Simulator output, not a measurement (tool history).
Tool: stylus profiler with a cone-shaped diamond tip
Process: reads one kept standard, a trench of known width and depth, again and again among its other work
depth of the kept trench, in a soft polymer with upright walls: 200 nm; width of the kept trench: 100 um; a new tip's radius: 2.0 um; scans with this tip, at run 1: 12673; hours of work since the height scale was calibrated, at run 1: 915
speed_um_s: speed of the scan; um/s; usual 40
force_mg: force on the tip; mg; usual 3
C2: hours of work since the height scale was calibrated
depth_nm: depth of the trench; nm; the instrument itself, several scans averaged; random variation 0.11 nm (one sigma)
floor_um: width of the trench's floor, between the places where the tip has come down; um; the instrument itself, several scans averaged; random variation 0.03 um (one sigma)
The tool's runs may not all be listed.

{"run": 1, "hour": 0.0, "speed_um_s": 40, "force_mg": 3, "scans with this tip": 12673, "C2": 915, "depth_nm": 203.04, "floor_um": 98.07}
{"run": 2, "hour": 12.1, "speed_um_s": 40, "force_mg": 3, "scans with this tip": 12766, "C2": 922, "depth_nm": 202.88, "floor_um": 98.09}
{"run": 3, "hour": 27.2, "speed_um_s": 40, "force_mg": 3.95, "scans with this tip": 12883, "C2": 930, "depth_nm": 203.34, "floor_um": 98.1}
{"run": 4, "hour": 52.0, "speed_um_s": 40, "force_mg": 3, "scans with this tip": 13075, "C2": 944, "depth_nm": 202.99, "floor_um": 98.07}
{"run": 5, "hour": 71.6, "speed_um_s": 40, "force_mg": 3, "scans with this tip": 13227, "C2": 955, "depth_nm": 202.94, "floor_um": 98.08}
{"run": 6, "hour": 91.4, "speed_um_s": 103, "force_mg": 3, "scans with this tip": 13380, "C2": 966, "depth_nm": 203.04, "floor_um": 97.75}
{"run": 7, "hour": 115.6, "speed_um_s": 103, "force_mg": 3, "scans with this tip": 13568, "C2": 980, "depth_nm": 203.14, "floor_um": 97.82}
{"run": 8, "hour": 133.2, "speed_um_s": 103, "force_mg": 3, "scans with this tip": 13705, "C2": 990, "depth_nm": 202.99, "floor_um": 97.84}
{"run": 9, "hour": 157.3, "speed_um_s": 125, "force_mg": 3, "scans with this tip": 13891, "C2": 1003, "depth_nm": 202.83, "floor_um": 97.67}
{"run": 10, "hour": 175.4, "speed_um_s": 47, "force_mg": 3, "scans with this tip": 14031, "C2": 1013, "depth_nm": 202.99, "floor_um": 98.05}
{"run": 11, "hour": 192.7, "speed_um_s": 16, "force_mg": 3, "scans with this tip": 14166, "C2": 1023, "depth_nm": 203, "floor_um": 98.17}
{"run": 12, "hour": 205.3, "speed_um_s": 40, "force_mg": 3, "scans with this tip": 14263, "C2": 1030, "depth_nm": 202.98, "floor_um": 98.03}
{"run": 13, "hour": 227.8, "speed_um_s": 40, "force_mg": 3, "scans with this tip": 14438, "C2": 1043, "depth_nm": 202.81, "floor_um": 98.09}
{"run": 14, "hour": 255.0, "speed_um_s": 40, "force_mg": 3, "scans with this tip": 14648, "C2": 1058, "depth_nm": 202.79, "floor_um": 98.06}
{"run": 15, "hour": 283.6, "speed_um_s": 40, "force_mg": 3, "scans with this tip": 14870, "C2": 1074, "depth_nm": 202.86, "floor_um": 98.11}
{"run": 16, "hour": 301.4, "speed_um_s": 40, "force_mg": 3.46, "scans with this tip": 15008, "C2": 1084, "depth_nm": 203.18, "floor_um": 98.1}
{"run": 17, "hour": 327.3, "speed_um_s": 40, "force_mg": 3.46, "scans with this tip": 15208, "C2": 1098, "depth_nm": 203.17, "floor_um": 98.03}
{"run": 18, "hour": 351.6, "speed_um_s": 40, "force_mg": 3.46, "scans with this tip": 15396, "C2": 1112, "depth_nm": 203.12, "floor_um": 98.11}

The next listed run, before its measurement:
{"run": 19, "hour": 376.7, "speed_um_s": 67, "force_mg": 6.34, "scans with this tip": 15591, "C2": 1126, "depth_nm": "?", "floor_um": "?"}

depth_nm: 204.88 nm
floor_um: 98.04 um
Without the tool's hidden state the same run would have given depth_nm 204.89 nm, floor_um 98.05 um.

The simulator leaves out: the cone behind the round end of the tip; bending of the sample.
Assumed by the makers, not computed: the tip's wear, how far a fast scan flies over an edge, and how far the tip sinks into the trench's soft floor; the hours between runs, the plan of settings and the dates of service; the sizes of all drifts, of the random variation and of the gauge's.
